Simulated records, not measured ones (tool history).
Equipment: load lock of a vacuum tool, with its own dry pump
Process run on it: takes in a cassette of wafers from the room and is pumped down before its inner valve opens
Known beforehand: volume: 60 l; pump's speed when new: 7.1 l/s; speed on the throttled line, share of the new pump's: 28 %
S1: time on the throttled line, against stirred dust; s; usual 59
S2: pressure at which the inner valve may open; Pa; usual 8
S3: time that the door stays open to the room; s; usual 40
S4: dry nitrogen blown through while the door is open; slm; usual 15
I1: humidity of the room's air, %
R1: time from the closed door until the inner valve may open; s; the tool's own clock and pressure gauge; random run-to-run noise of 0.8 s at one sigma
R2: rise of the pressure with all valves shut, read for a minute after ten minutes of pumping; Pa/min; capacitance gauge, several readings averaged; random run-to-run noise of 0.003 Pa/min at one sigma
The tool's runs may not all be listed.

| run | hour | S1 | S2 | S3 | S4 | I1 | R1 | R2 |
|---|---|---|---|---|---|---|---|---|
| 1 | 0.0 | 59 | 8 | 40 | 15 | 42.3 | 127.8 | 0.108 |
| 2 | 262.5 | 59 | 8 | 40 | 15 | 40.5 | 129.5 | 0.111 |
| 3 | 568.2 | 59 | 8 | 40 | 15 | 45.5 | 128.4 | 0.111 |
| 4 | 797.6 | 59 | 8 | 40 | 15 | 46.6 | 130.6 | 0.118 |
| 5 | 938.0 | 59 | 8 | 40 | 15 | 46.2 | 129.1 | 0.123 |
| 6 | 1225.6 | 59 | 8 | 40 | 15 | 47.1 | 130.3 | 0.125 |
| 7 | 1468.4 | 59 | 8 | 40 | 15 | 45.5 | 130.2 | 0.127 |
| 8 | 1667.1 | 55 | 8 | 40 | 15 | 45.0 | 126.6 | 0.134 |
| 9 | 1950.9 | 59 | 8 | 40 | 12 | 44.4 | 129.5 | 0.131 |
| 10 | 2167.6 | 59 | 8 | 40 | 11 | 46.6 | 130.1 | 0.142 |
| 11 | 2314.0 | 59 | 8 | 40 | 11 | 45.6 | 131.9 | 0.134 |
| 12 | 2579.5 | 59 | 8 | 40 | 9 | 43.3 | 130.0 | 0.146 |
| 13 | 2760.5 | 59 | 8 | 40 | 9 | 47.9 | 133.1 | 0.145 |
| 14 | 3030.5 | 59 | 8 | 40 | 15 | 43.4 | 131.0 | 0.154 |
| 15 | 3258.1 | 59 | 8 | 40 | 9 | 42.4 | 130.9 | 0.148 |
| 16 | 3560.9 | 59 | 8 | 40 | 9 | 45.2 | 133.1 | 0.159 |
| 17 | 3703.1 | 59 | 8 | 40 | 15 | 41.3 | 131.5 | 0.156 |
| 18 | 3963.5 | 59 | 8 | 40 | 15 | 45.7 | 132.9 | 0.167 |
| 19 | 4234.8 | 59 | 8 | 40 | 15 | 45.3 | 133.4 | 0.171 |
| 20 | 4518.5 | 45 | 14 | 228 | 29 | 42.8 | 118.1 | 0.192 |
| 21 | 4715.0 | 39 | 8 | 53 | 4 | 51.9 | 119.4 | 0.185 |
| 22 | 4862.6 | 39 | 8 | 53 | 4 | 45.5 | 119.7 | 0.195 |
| 23 | 5040.7 | 58 | 8 | 53 | 11 | 49.4 | 132.5 | 0.196 |
| 24 | 5181.8 | 39 | 6 | 132 | 5 | 44.4 | 124.2 | 0.206 |
| 25 | 5328.7 | 39 | 6 | 132 | 5 | 46.4 | 122.8 | 0.217 |
| 26 | 5497.6 | 35 | 13 | 30 | 15 | 42.8 | 113.3 | 0.191 |
| 27 | 5682.7 | 35 | 13 | 30 | 15 | 41.3 | 112.3 | 0.194 |
| 28 | 5866.3 | 59 | 12 | 40 | 15 | 46.3 | 129.1 | 0.204 |
| 29 | 6205.2 | 59 | 12 | 40 | 15 | 42.8 | 130.8 | 0.210 |
| 30 | 6504.3 | 114 | 15 | 147 | 29 | 42.5 | 165.7 | 0.224 |
| 31 | 6844.3 | 55 | 7 | 25 | 15 | 48.0 | 134.4 | 0.213 |
| 32 | 7016.5 | 55 | 7 | 25 | 15 | 44.3 | 134.4 | 0.218 |
| 33 | 7288.4 | 55 | 7 | 25 | 15 | 46.4 | 136.3 | 0.233 |
| 34 | 7563.0 | 55 | 14 | 67 | 44 | 44.0 | 127.7 | 0.224 |
| 35 | 7771.2 | 55 | 14 | 67 | 44 | 42.6 | 128.4 | 0.229 |
|  | 7823.1 | dry pump taken out, an overhauled one fitted |
| 36 | 8072.8 | 59 | 8 | 39 | 15 | 43.7 | 123.2 | 0.240 |
| 37 | 8223.6 | 59 | 6 | 183 | 26 | 45.4 | 125.8 | 0.266 |

Same runs, no hidden state in the tool, same run-to-run variation:
What the log doesn't record here: pump's speed, % of a new pump's; leak at the door's seal, Pa l/s; drift of the gauge itself on ready_s, %; drift of the gauge itself on rise_pa_min, %.
| run | R1 | R2 |
|---|---|---|
| 1 | 122.1 | 0.021 |
| 2 | 123.4 | 0.020 |
| 3 | 122.0 | 0.015 |
| 4 | 123.9 | 0.019 |
| 5 | 122.4 | 0.021 |
| 6 | 123.2 | 0.021 |
| 7 | 122.9 | 0.018 |
| 8 | 119.0 | 0.021 |
| 9 | 121.7 | 0.016 |
| 10 | 122.1 | 0.021 |
| 11 | 123.7 | 0.014 |
| 12 | 121.7 | 0.020 |
| 13 | 124.4 | 0.017 |
| 14 | 122.2 | 0.022 |
| 15 | 121.8 | 0.011 |
| 16 | 123.6 | 0.020 |
| 17 | 121.9 | 0.012 |
| 18 | 122.9 | 0.022 |
| 19 | 123.1 | 0.018 |
| 20 | 107.7 | 0.032 |
| 21 | 107.5 | 0.024 |
| 22 | 107.7 | 0.029 |
| 23 | 121.4 | 0.027 |
| 24 | 111.4 | 0.038 |
| 25 | 109.9 | 0.045 |
| 26 | 101.4 | 0.017 |
| 27 | 100.3 | 0.017 |
| 28 | 117.8 | 0.019 |
| 29 | 119.1 | 0.018 |
| 30 | 157.2 | 0.032 |
| 31 | 120.5 | 0.012 |
| 32 | 120.3 | 0.016 |
| 33 | 121.6 | 0.020 |
| 34 | 114.4 | 0.010 |
| 35 | 114.8 | 0.010 |
| 36 | 122.7 | 0.017 |
| 37 | 125.3 | 0.034 |
